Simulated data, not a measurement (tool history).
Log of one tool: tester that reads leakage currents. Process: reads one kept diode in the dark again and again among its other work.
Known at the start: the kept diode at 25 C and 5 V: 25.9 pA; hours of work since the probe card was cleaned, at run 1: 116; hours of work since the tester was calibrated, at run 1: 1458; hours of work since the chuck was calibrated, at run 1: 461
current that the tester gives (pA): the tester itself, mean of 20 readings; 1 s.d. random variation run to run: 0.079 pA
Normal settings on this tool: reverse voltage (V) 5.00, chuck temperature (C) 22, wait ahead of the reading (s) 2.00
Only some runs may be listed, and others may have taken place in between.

run      day  reverse voltage (V)  chuck temperature (C)  wait ahead of the reading (s)  hours of work since the probe card was cleaned  hours of work since the tester was calibrated  hours of work since the chuck was calibrated  current that the tester gives (pA)
  1    0.000                 5.00                     22                           2.00                                             116                                           1458                                           461                               20.03
  2    7.508                 5.00                     22                           2.00                                             225                                           1567                                           570                               20.18
  3   13.025                 5.00                     22                           2.00                                             306                                           1647                                           650                               20.30
  4   16.283                 5.00                     22                           2.00                                             353                                           1695                                           698                               20.37
  5   22.854                 5.00                     22                           2.00                                             449                                           1790                                           793                               20.52
  6   28.792                 4.36                     22                           2.00                                             535                                           1877                                           879                               19.12
      35.654  -- chuck's temperature calibrated
  7   35.967                 7.65                     22                           2.00                                             638                                           1980                                             5                               29.16
  8   41.996                 7.65                     22                           2.00                                             726                                           2068                                            92                               29.50
  9   47.196                 7.65                     45                           2.00                                             801                                           2143                                           168                              147.91
 10   53.858                 7.65                     45                           2.00                                             898                                           2240                                           265                              147.26
 11   58.633                 3.10                     22                           2.00                                             968                                           2310                                           334                               17.98
 12   66.008                 2.00                     26                           2.00                                            1075                                           2417                                           441                               18.75
 13   72.612                 1.09                     32                           4.69                                            1171                                           2513                                           538                               21.11
 14   80.325                 6.55                     32                           4.69                                            1283                                           2625                                           650                               54.80
 15   87.662                 6.55                     32                           4.69                                            1390                                           2732                                           756                               54.75
 16   92.438                 5.00                     30                           2.50                                            1459                                           2801                                           826                               41.15
 17   99.658                 5.00                     30                           2.50                                            1564                                           2906                                           931                               41.27
     103.021  -- chuck's temperature calibrated
 18  104.338                 5.00                     30                           2.50                                            1631                                           2973                                            19                               45.26
 19  111.029                 5.00                     30                           0.36                                            1729                                           3070                                           116                               46.15

Branching from run 19: 5 alternative next runs. What would each branch give?
  A  117.779                 5.82                     27                           0.54                                            1827                                           3169                                           215                                   ?
  B  117.779                 5.00                     54                           0.36                                            1827                                           3169                                           215                                   ?
  C  117.779                 8.12                     44                           4.42                                            1827                                           3169                                           215                                   ?
  D  117.779                12.40                     56                           1.75                                            1827                                           3169                                           215                                   ?
  E  117.779                 1.15                     32                           0.53                                            1827                                           3169                                           215                                   ?

run  current that the tester gives (pA)
  A                               41.14
  B                              224.11
  C                              148.70
  D                              404.60
  E                               22.93
Stripped of hidden state, with their random variation kept, the same runs would have yielded:
run  current that the tester gives (pA)
  A                               33.52
  B                              218.29
  C                              138.52
  D                              389.46
  E                               21.54
